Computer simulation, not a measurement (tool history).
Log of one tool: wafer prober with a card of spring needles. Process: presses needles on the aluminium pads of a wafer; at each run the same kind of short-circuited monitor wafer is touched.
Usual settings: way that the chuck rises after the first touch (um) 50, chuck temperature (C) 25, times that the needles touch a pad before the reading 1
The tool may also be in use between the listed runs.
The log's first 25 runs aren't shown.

run,hour,way that the chuck rises after the first touch (um),chuck temperature (C),times that the needles touch a pad before the reading,resistance of one needle with its contact and lead (mohm),way that a needle slides on the pad (um)
# hour 194.1: tips cleaned on abrasive film
26,203.4,37,43,1,405,5.8
# hour 210.9: tips cleaned on abrasive film
27,215.5,31,49,2,283,4.85
28,221.9,54,49,2,223,8.57
# hour 228.1: tips cleaned on abrasive film
29,229.5,50,34,1,181,7.93
30,235,50,34,1,259,7.91
31,240.3,50,34,1,304,7.93
# hour 245.2: tips cleaned on abrasive film
32,251.5,69,61,2,178,11.03
33,260.6,69,61,2,202,11.01
# hour 262.1: tips cleaned on abrasive film
34,268.2,69,52,1,198,11.04

Forecast each of these 4 alternatives for the next run:
A,275.3,55,39,1,?,?
B,275.3,33,75,1,?,?
C,275.3,36,28,1,?,?
D,275.3,33,92,2,?,?

run,resistance of one needle with its contact and lead (mohm),way that a needle slides on the pad (um)
A,289,8.73
B,507,5.08
C,470,5.6
D,370,5.12
Without the tool's hidden state the same runs would have given:
run,resistance of one needle with its contact and lead (mohm),way that a needle slides on the pad (um)
A,144,9.03
B,160,5.38
C,150,5.9
D,163,5.41
